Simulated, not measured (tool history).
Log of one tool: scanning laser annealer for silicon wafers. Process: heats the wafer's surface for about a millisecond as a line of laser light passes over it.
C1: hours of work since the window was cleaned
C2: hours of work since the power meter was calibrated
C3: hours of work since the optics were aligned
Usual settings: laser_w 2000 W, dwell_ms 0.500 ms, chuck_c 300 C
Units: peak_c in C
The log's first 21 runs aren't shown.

{"run": 22, "hour": 194.4, "laser_w": 1748, "dwell_ms": 0.482, "chuck_c": 338, "C1": 305, "C2": 186, "C3": 686, "peak_c": 1041}
{"run": 23, "hour": 207.3, "laser_w": 1748, "dwell_ms": 0.482, "chuck_c": 338, "C1": 313, "C2": 195, "C3": 694, "peak_c": 1044}
{"run": 24, "hour": 219.9, "laser_w": 2039, "dwell_ms": 0.482, "chuck_c": 338, "C1": 322, "C2": 203, "C3": 702, "peak_c": 1164}
{"run": 25, "hour": 229.2, "laser_w": 2038, "dwell_ms": 0.5, "chuck_c": 321, "C1": 328, "C2": 209, "C3": 708, "peak_c": 1167}
{"run": 26, "hour": 241.3, "laser_w": 2038, "dwell_ms": 0.5, "chuck_c": 321, "C1": 336, "C2": 217, "C3": 716, "peak_c": 1164}
{"run": 27, "hour": 247.5, "laser_w": 2097, "dwell_ms": 0.603, "chuck_c": 300, "C1": 340, "C2": 221, "C3": 720, "peak_c": 1256}
{"run": 28, "hour": 257.4, "laser_w": 2097, "dwell_ms": 0.603, "chuck_c": 300, "C1": 346, "C2": 227, "C3": 727, "peak_c": 1257}
{"run": 29, "hour": 264.3, "laser_w": 2097, "dwell_ms": 0.355, "chuck_c": 300, "C1": 350, "C2": 232, "C3": 731, "peak_c": 1023}
{"run": 30, "hour": 276.7, "laser_w": 2000, "dwell_ms": 0.5, "chuck_c": 287, "C1": 359, "C2": 240, "C3": 739, "peak_c": 1109}
{"run": 31, "hour": 285.1, "laser_w": 2000, "dwell_ms": 0.5, "chuck_c": 287, "C1": 364, "C2": 245, "C3": 745, "peak_c": 1114}
{"run": 32, "hour": 294.6, "laser_w": 2000, "dwell_ms": 0.5, "chuck_c": 287, "C1": 370, "C2": 251, "C3": 751, "peak_c": 1117}
{"run": 33, "hour": 302.6, "laser_w": 2000, "dwell_ms": 0.5, "chuck_c": 287, "C1": 375, "C2": 256, "C3": 756, "peak_c": 1111}
{"run": 34, "hour": 311.9, "laser_w": 1733, "dwell_ms": 0.5, "chuck_c": 300, "C1": 381, "C2": 262, "C3": 762, "peak_c": 1009}

The next listed run, before its measurement:
{"run": 35, "hour": 322.0, "laser_w": 2104, "dwell_ms": 0.435, "chuck_c": 327, "C1": 388, "C2": 269, "C3": 769, "peak_c": "?"}

{"run 35": {"peak_c": 1139}}
Without the tool's hidden state the same run would have given peak_c 1161 C.

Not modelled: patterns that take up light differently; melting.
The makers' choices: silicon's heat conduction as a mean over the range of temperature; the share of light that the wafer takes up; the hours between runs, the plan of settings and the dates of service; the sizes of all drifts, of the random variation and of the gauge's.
